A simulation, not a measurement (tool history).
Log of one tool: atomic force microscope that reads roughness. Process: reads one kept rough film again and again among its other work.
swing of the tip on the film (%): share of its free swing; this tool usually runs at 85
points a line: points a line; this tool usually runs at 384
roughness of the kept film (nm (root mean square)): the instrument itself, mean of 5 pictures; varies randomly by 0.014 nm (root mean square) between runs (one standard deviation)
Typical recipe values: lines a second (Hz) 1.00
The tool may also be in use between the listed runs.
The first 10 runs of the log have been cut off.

run,hour,lines a second (Hz),swing of the tip on the film (%),points a line,roughness of the kept film (nm (root mean square))
11,75.0,1.00,85,949,3.067
12,80.0,0.90,85,384,3.073
# hour 90.3: new tip fitted
13,90.3,0.90,85,384,3.432
14,97.9,1.00,85,780,3.364
15,108.1,1.00,85,786,3.293
16,115.2,1.00,85,786,3.261
17,122.6,2.70,83,384,2.851
18,129.9,0.93,85,385,3.205
19,139.5,0.93,85,385,3.159
20,147.4,0.82,73,495,3.253
# hour 149.1: height scale calibrated on a step standard
21,154.5,0.82,73,708,3.201
22,163.3,0.64,70,384,3.208
# hour 166.5: new tip fitted
23,173.3,2.20,57,960,3.509
24,179.4,2.20,57,960,3.488
25,184.2,0.73,85,384,3.375
26,192.1,2.20,65,384,3.320
# hour 195.0: height scale calibrated on a step standard, once more
27,202.6,0.84,55,759,3.417
28,207.7,0.84,58,562,3.399
29,214.7,0.84,58,562,3.347
30,222.0,1.07,58,294,3.258
31,227.5,1.10,85,384,3.008
32,237.3,1.10,85,384,2.981

4 ways to go on from here, each from the tool as it stands after run 32. What would each give?
# hour 242.2: new tip fitted
A,246.7,2.80,62,486,?
# hour 242.2: new tip fitted
B,246.7,1.27,87,958,?
# hour 242.2: new tip fitted
C,246.7,1.14,81,384,?
# hour 242.2: new tip fitted
D,246.7,2.32,59,573,?

run,roughness of the kept film (nm (root mean square))
A,3.408
B,3.250
C,3.372
D,3.510
Take away the tool's hidden state, keep each run's random variation, and the runs would have read:
run,roughness of the kept film (nm (root mean square))
A,3.441
B,3.282
C,3.405
D,3.544
